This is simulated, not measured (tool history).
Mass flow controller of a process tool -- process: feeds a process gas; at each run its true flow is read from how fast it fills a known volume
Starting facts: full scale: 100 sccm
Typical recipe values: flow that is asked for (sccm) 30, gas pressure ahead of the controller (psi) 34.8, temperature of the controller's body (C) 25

run	hour	flow that is asked for (sccm)	gas pressure ahead of the controller (psi)	temperature of the controller's body (C)	true flow (%)
1	0.0	30	34.8	25	98.36
2	396.0	28	34.8	25	98.25
3	768.8	30	34.8	25	98.24
4	1092.8	30	34.8	25	98.29
5	1522.2	30	34.8	23	98.38
6	1760.6	30	34.8	25	98.30
7	2134.2	30	34.8	25	98.17
# hour 2415.5: controller's zero set anew
8	2536.3	30	34.8	25	97.59
9	2837.6	30	34.8	25	97.43
10	3148.6	30	34.8	25	97.69
11	3496.3	30	34.8	25	97.54
12	3911.6	30	34.8	25	97.73
13	4180.8	30	34.8	25	97.65
14	4550.8	30	34.8	25	97.65
15	4965.7	63	34.8	25	99.61
# hour 4986.3: controller's zero set anew, once more
16	5369.7	30	34.8	25	100.07
17	5766.6	30	34.8	35	99.56
18	6197.0	30	34.8	35	99.31
19	6443.9	30	34.8	25	100.05
20	6770.8	30	34.8	25	100.16
21	6998.9	30	34.8	25	100.02
22	7205.4	30	39.2	25	99.80
23	7546.8	30	23.6	25	100.23
24	7878.0	31	28.3	35	99.54
25	8107.9	31	28.3	35	99.44
26	8401.9	30	34.8	37	99.22
27	8616.0	30	34.8	37	99.20
28	8886.4	13	34.1	37	97.96
29	9303.1	90	27.3	38	101.21
30	9629.0	90	27.3	38	101.12
31	9878.7	90	27.3	38	101.22

What does the tool deliver on the next run?
32	10176.7	90	27.3	38	?

true flow (%): 101.20
With no hidden state in the tool, this same run would have given true flow (%) 99.00.
